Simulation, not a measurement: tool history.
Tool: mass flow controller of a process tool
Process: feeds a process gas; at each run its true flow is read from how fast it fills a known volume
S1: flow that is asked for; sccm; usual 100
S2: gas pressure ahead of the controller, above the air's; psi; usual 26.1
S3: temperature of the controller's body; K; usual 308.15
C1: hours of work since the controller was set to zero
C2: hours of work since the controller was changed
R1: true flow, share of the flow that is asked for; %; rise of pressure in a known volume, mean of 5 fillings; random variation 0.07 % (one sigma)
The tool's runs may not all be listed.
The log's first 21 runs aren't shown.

run      day   S1    S2      S3    C1    C2      R1
 22  362.317  185  33.8  299.15  5932  5932  100.92
 23  385.504  185  33.8  299.15  6308  6308  100.93
 24  405.429  185  27.1  299.15  6631  6631  100.62
 25  415.971   65  34.7  302.15  6802  6802   98.26
     423.358  -- controller exchanged for a calibrated one
 26  428.712  100  20.9  296.15    87    87   97.73
 27  443.892  172  30.7  296.15   333   333   99.29
 28  455.208   28  30.7  299.15   516   516   96.86
 29  472.867   28  30.7  307.15   803   803   97.66
 30  495.908   28  30.7  307.15  1176  1176   97.29
 31  512.588   99  29.0  307.15  1447  1447   98.92
 32  530.571   39  29.9  295.15  1739  1739   96.62
 33  548.575   39  29.9  295.15  2030  2030   96.60
 34  563.142  113  22.5  294.15  2267  2267   98.05
 35  581.508   62  23.5  294.15  2565  2565   97.02
 36  599.342   65  30.5  294.15  2854  2854   97.36
 37  615.608  100  26.1  295.15  3117  3117   97.88

Forecast each of these 3 alternatives for the next run:
  A  630.429  100  26.1  295.15  3358  3358   ?
  B  630.429   27  32.2  308.15  3358  3358   ?
  C  630.429  100  28.6  308.15  3358  3358   ?

run     R1
  A  98.24
  B  96.76
  C  99.29
Without the tool's hidden state the same runs would have given:
run     R1
  A  98.12
  B  98.26
  C  99.18

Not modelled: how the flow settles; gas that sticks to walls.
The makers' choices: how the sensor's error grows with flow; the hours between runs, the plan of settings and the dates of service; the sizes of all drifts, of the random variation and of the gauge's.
